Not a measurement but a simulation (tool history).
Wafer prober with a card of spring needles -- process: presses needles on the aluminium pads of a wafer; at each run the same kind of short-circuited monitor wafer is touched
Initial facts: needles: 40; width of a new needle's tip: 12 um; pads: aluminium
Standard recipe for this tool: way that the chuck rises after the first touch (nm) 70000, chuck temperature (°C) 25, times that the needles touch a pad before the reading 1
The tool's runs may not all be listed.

run   hour  way that the chuck rises after the first touch (nm)  chuck temperature (°C)  times that the needles touch a pad before the reading  resistance of one needle with its contact and lead (mohm)  way that a needle slides on the pad (nm)
  1    0.0                                                70000                      25                                                      1                                                        248                                     13020
       3.7  -- height of the first contact set anew
  2    9.9                                                70000                      25                                                      1                                                        246                                     13010
      10.7  -- tips cleaned on abrasive film
  3   15.9                                                70000                      25                                                      1                                                        245                                     13010
      22.1  -- tips cleaned on abrasive film
  4   23.7                                                70000                      25                                                      1                                                        247                                     13020
      33.6  -- tips cleaned on abrasive film
  5   33.6                                                70000                      25                                                      1                                                        246                                     13030
      45.2  -- tips cleaned on abrasive film
  6   47.0                                                70000                      84                                                      1                                                        268                                     13020
  7   56.1                                                70000                      84                                                      3                                                        265                                     13020
      56.9  -- tips cleaned on abrasive film
  8   68.0                                                70000                      61                                                      1                                                        256                                     13030
      69.3  -- tips cleaned on abrasive film
  9   76.4                                                55000                      25                                                      1                                                        247                                     10260
      81.7  -- tips cleaned on abrasive film
 10   83.0                                                55000                      25                                                      1                                                        248                                     10230
 11   88.6                                                70000                      25                                                      1                                                        251                                     13020
      93.2  -- tips cleaned on abrasive film
 12   98.1                                                70000                      25                                                      1                                                        247                                     13010
     105.1  -- tips cleaned on abrasive film
 13  105.1                                                70000                      25                                                      1                                                        248                                     13020
 14  113.4                                                70000                      25                                                      1                                                        245                                     13030
     116.6  -- tips cleaned on abrasive film
 15  124.9                                                70000                      33                                                      1                                                        254                                     13030
     128.8  -- tips cleaned on abrasive film
 16  136.8                                                70000                      25                                                      1                                                        248                                     13010
     140.9  -- tips cleaned on abrasive film
 17  149.7                                                70000                      25                                                      1                                                        247                                     13010
     152.4  -- tips cleaned on abrasive film
 18  157.3                                                70000                      25                                                      1                                                        248                                     13040
     160.2  -- height of the first contact set anew
     164.2  -- tips cleaned on abrasive film
 19  164.5                                                70000                      25                                                      1                                                        249                                     13020
     175.9  -- tips cleaned on abrasive film
 20  178.0                                                83000                      39                                                      2                                                        253                                     15460
 21  185.7                                                52000                      25                                                      2                                                        253                                      9670
     187.5  -- tips cleaned on abrasive film
 22  196.4                                                52000                      25                                                      2                                                        248                                      9700
     199.0  -- tips cleaned on abrasive film
 23  209.3                                                52000                      25                                                      2                                                        249                                      9670
     210.5  -- tips cleaned on abrasive film
 24  218.6                                                52000                      47                                                      2                                                        255                                      9650
     222.3  -- tips cleaned on abrasive film
 25  227.0                                                86000                     105                                                      2                                                        268                                     16000
     233.9  -- tips cleaned on abrasive film
 26  239.2                                                88000                      31                                                      1                                                        253                                     16370
     245.7  -- tips cleaned on abrasive film
 27  247.8                                                88000                      31                                                      1                                                        248                                     16400
     258.0  -- tips cleaned on abrasive film
 28  261.3                                                88000                      31                                                      1                                                        250                                     16380
 29  268.7                                                60000                      25                                                      1                                                        252                                     11180
     270.0  -- tips cleaned on abrasive film
 30  276.1                                                60000                      25                                                      1                                                        250                                     11150
     281.6  -- tips cleaned on abrasive film
 31  283.6                                                60000                      25                                                      1                                                        251                                     11180
 32  290.2                                                60000                     112                                                      3                                                        275                                     11170

Forecast each of these 4 alternatives for the next run:
     293.2  -- tips cleaned on abrasive film
  A  296.8                                                70000                     105                                                      2                                                          ?                                         ?
     293.2  -- tips cleaned on abrasive film
  B  296.8                                                70000                      40                                                      1                                                          ?                                         ?
     293.2  -- tips cleaned on abrasive film
  C  296.8                                                88000                     112                                                      2                                                          ?                                         ?
     293.2  -- tips cleaned on abrasive film
  D  296.8                                                70000                      46                                                      1                                                          ?                                         ?

run  resistance of one needle with its contact and lead (mohm)  way that a needle slides on the pad (nm)
  A                                                        270                                     13000
  B                                                        249                                     13010
  C                                                        271                                     16370
  D                                                        253                                     13040
What these runs would have given with no unlogged condition in the tool:
run  resistance of one needle with its contact and lead (mohm)  way that a needle slides on the pad (nm)
  A                                                        270                                     13010
  B                                                        249                                     13010
  C                                                        271                                     16380
  D                                                        253                                     13040
